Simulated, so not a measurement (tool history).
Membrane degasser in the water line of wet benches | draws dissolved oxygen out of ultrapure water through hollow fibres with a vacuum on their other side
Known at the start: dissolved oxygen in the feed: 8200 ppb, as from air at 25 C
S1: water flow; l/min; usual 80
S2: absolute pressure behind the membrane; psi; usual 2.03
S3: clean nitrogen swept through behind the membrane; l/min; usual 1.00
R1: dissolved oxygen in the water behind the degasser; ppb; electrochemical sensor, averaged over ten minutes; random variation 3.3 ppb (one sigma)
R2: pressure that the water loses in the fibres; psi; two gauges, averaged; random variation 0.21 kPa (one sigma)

Run 1, hour 0.0: usual settings. Result: R1 1413.0 ppb, R2 6.911 psi.
Run 2, hour 56.2: usual settings but S3 0.55 l/min. Result: R1 1905.5 ppb, R2 6.869 psi.
Run 3, hour 114.0: usual settings but S3 0.69 l/min. Result: R1 1715.2 ppb, R2 6.923 psi.
Run 4, hour 183.4: usual settings but S3 0.53 l/min. Result: R1 1947.7 ppb, R2 6.853 psi.
Run 5, hour 219.2: usual settings but S3 0.53 l/min. Result: R1 1935.7 ppb, R2 6.949 psi.
Run 6, hour 283.0: usual settings but S3 1.06 l/min. Result: R1 1378.0 ppb, R2 6.860 psi.
Run 7, hour 361.4: usual settings but S3 2.45 l/min. Result: R1 832.2 ppb, R2 6.888 psi.
At hour 366.5: vacuum gauge calibrated.
Run 8, hour 420.6: usual settings. Result: R1 1432.6 ppb, R2 6.885 psi.
Run 9, hour 477.9: usual settings. Result: R1 1427.1 ppb, R2 6.899 psi.
Run 10, hour 512.1: usual settings but S2 2.25 psi, S3 2.07 l/min. Result: R1 1027.2 ppb, R2 6.837 psi.
Run 11, hour 579.1: usual settings but S2 2.25 psi, S3 2.07 l/min. Result: R1 1030.5 ppb, R2 6.885 psi.
At hour 586.8: seals of the vacuum lines changed.
Run 12, hour 616.7: usual settings but S1 61 l/min, S2 3.63 psi, S3 2.73 l/min. Result: R1 1039.7 ppb, R2 5.240 psi.
Run 13, hour 665.2: usual settings but S1 61 l/min, S2 3.63 psi, S3 2.73 l/min. Result: R1 1042.0 ppb, R2 5.246 psi.
At hour 697.7: vacuum gauge calibrated, once more.
Run 14, hour 711.3: usual settings but S1 61 l/min, S2 3.63 psi, S3 2.73 l/min. Result: R1 1026.0 ppb, R2 5.292 psi.
Run 15, hour 787.2: usual settings but S1 94 l/min, S2 1.39 psi. Result: R1 1069.0 ppb, R2 8.044 psi.
Run 16, hour 863.1: usual settings but S1 94 l/min, S2 1.96 psi, S3 0.58 l/min. Result: R1 1963.0 ppb, R2 8.183 psi.
Run 17, hour 910.6: usual settings but S1 123 l/min, S2 3.02 psi, S3 0.60 l/min. Result: R1 3283.4 ppb, R2 10.625 psi.
Run 18, hour 951.9: usual settings but S2 4.93 psi, S3 0.60 l/min. Result: R1 3854.5 ppb, R2 6.883 psi.

4 ways to go on from here, each from the tool as it stands after run 18. What would each give?
Run A, hour 1030.3: usual settings but S2 2.78 psi, S3 1.45 l/min. Result: R1 ?, R2 ?.
Run B, hour 1030.3: usual settings but S3 1.26 l/min. Result: R1 ?, R2 ?.
Run C, hour 1030.3: usual settings but S1 78 l/min, S2 4.93 psi, S3 0.60 l/min. Result: R1 ?, R2 ?.
Run D, hour 1030.3: usual settings but S1 90 l/min, S2 3.16 psi, S3 0.70 l/min. Result: R1 ?, R2 ?.

run      R1     R2
  A  1539.2  6.950
  B  1230.6  6.927
  C  3802.1  6.756
  D  2727.2  7.781
Without the tool's hidden state the same runs would have given:
run      R1     R2
  A  1531.6  6.801
  B  1222.7  6.779
  C  3802.0  6.611
  D  2723.5  7.613
